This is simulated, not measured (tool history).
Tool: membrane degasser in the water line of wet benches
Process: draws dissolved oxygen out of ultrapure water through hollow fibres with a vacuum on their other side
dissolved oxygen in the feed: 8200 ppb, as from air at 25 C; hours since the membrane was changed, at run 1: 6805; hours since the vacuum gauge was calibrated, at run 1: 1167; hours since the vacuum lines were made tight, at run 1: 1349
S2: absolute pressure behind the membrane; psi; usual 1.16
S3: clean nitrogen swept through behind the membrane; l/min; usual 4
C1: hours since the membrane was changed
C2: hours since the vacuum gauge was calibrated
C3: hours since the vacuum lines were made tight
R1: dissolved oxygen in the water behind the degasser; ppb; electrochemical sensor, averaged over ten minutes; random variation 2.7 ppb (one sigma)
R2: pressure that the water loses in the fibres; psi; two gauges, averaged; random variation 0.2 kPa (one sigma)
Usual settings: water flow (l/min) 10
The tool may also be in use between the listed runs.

run 1 day=0 | water_flow_(l/min)=10 S2=1.16 S3=4 | C1=6805 C2=1167 C3=1349 | R1=275.8 R2=6.06
run 2 day=5.521 | water_flow_(l/min)=10 S2=1.16 S3=4 | C1=6937 C2=1299 C3=1482 | R1=271.1 R2=6.022
run 3 day=9.167 | water_flow_(l/min)=10 S2=1.16 S3=4 | C1=7025 C2=1387 C3=1569 | R1=272.7 R2=6.096
run 4 day=13.746 | water_flow_(l/min)=10 S2=1.16 S3=4 | C1=7135 C2=1497 C3=1679 | R1=272.5 R2=6.051
run 5 day=17.529 | water_flow_(l/min)=10 S2=1.16 S3=5.89 | C1=7225 C2=1588 C3=1770 | R1=262 R2=6.076
run 6 day=22.254 | water_flow_(l/min)=10 S2=1.16 S3=5.89 | C1=7339 C2=1701 C3=1883 | R1=263.8 R2=6.054
run 7 day=28.354 | water_flow_(l/min)=16 S2=1.16 S3=4 | C1=7485 C2=1847 C3=2030 | R1=587.6 R2=9.728
run 8 day=35.371 | water_flow_(l/min)=16 S2=1.16 S3=4 | C1=7654 C2=2016 C3=2198 | R1=592 R2=9.687
run 9 day=40.483 | water_flow_(l/min)=16 S2=1.16 S3=4 | C1=7776 C2=2138 C3=2321 | R1=592.2 R2=9.667
run 10 day=48.054 | water_flow_(l/min)=16 S2=1.16 S3=4 | C1=7958 C2=2320 C3=2503 | R1=589.9 R2=9.726
run 11 day=52.146 | water_flow_(l/min)=16 S2=1.16 S3=4 | C1=8056 C2=2418 C3=2601 | R1=596 R2=9.696
run 12 day=57.642 | water_flow_(l/min)=16 S2=1.16 S3=4 | C1=8188 C2=2550 C3=2733 | R1=589.4 R2=9.715
run 13 day=64.642 | water_flow_(l/min)=16 S2=1.16 S3=4 | C1=8356 C2=2718 C3=2901 | R1=588.8 R2=9.691
run 14 day=71.267 | water_flow_(l/min)=16 S2=1.16 S3=4 | C1=8515 C2=2877 C3=3060 | R1=587.9 R2=9.66
run 15 day=77.788 | water_flow_(l/min)=16 S2=1.16 S3=4 | C1=8672 C2=3034 C3=3216 | R1=589.1 R2=9.709
run 16 day=84.258 | water_flow_(l/min)=10 S2=1.16 S3=4 | C1=8827 C2=3189 C3=3371 | R1=272.2 R2=6.035
run 17 day=88.75 | water_flow_(l/min)=10 S2=1.16 S3=4 | C1=8935 C2=3297 C3=3479 | R1=277 R2=6.093
run 18 day=92.062 | water_flow_(l/min)=10 S2=1.16 S3=4 | C1=9014 C2=3376 C3=3559 | R1=269.3 R2=6.083
run 19 day=100.017 | water_flow_(l/min)=8 S2=0.799 S3=4.68 | C1=9205 C2=3567 C3=3750 | R1=166 R2=4.862
run 20 day=105.358 | water_flow_(l/min)=8 S2=0.799 S3=4.68 | C1=9333 C2=3695 C3=3878 | R1=161.2 R2=4.87
run 21 day=112.279 | water_flow_(l/min)=10 S2=1.16 S3=5.05 | C1=9499 C2=3862 C3=4044 | R1=270.6 R2=6.064
run 22 day=118 | water_flow_(l/min)=9 S2=1.295 S3=4.49 | C1=9637 C2=3999 C3=4181 | R1=225.7 R2=5.393
run 23 day=125.733 | water_flow_(l/min)=7 S2=0.848 S3=5.68 | C1=9822 C2=4184 C3=4367 | R1=122.4 R2=4.223
run 24 day=132.483 | water_flow_(l/min)=7 S2=0.848 S3=5.68 | C1=9984 C2=4347 C3=4529 | R1=123 R2=4.247
run 25 day=139.688 | water_flow_(l/min)=7 S2=0.848 S3=5.68 | C1=10157 C2=4519 C3=4702 | R1=122.7 R2=4.196
run 26 day=143.033 | water_flow_(l/min)=7 S2=0.848 S3=5.68 | C1=10237 C2=4600 C3=4782 | R1=123 R2=4.229
run 27 day=148.421 | water_flow_(l/min)=7 S2=0.848 S3=5.68 | C1=10367 C2=4729 C3=4911 | R1=122.4 R2=4.27
run 28 day=154.096 | water_flow_(l/min)=12 S2=1.16 S3=6.63 | C1=10503 C2=4865 C3=5048 | R1=362.6 R2=7.288
run 29 day=157.975 | water_flow_(l/min)=12 S2=1.16 S3=6.63 | C1=10596 C2=4958 C3=5141 | R1=365.5 R2=7.242
-- day=163.388 vacuum gauge calibrated
run 30 day=164.967 | water_flow_(l/min)=10 S2=0.804 S3=6.55 | C1=10763 C2=38 C3=5308 | R1=252.8 R2=6.009

Forecast run 31:
run 31 day=170.796 | water_flow_(l/min)=10 S2=0.804 S3=6.55 | C1=10903 C2=178 C3=5448 | R1=? R2=?

R1: 249.8 ppb
R2: 6.058 psi
Without the tool's hidden state the same run would have given R1 249 ppb, R2 6.052 psi.
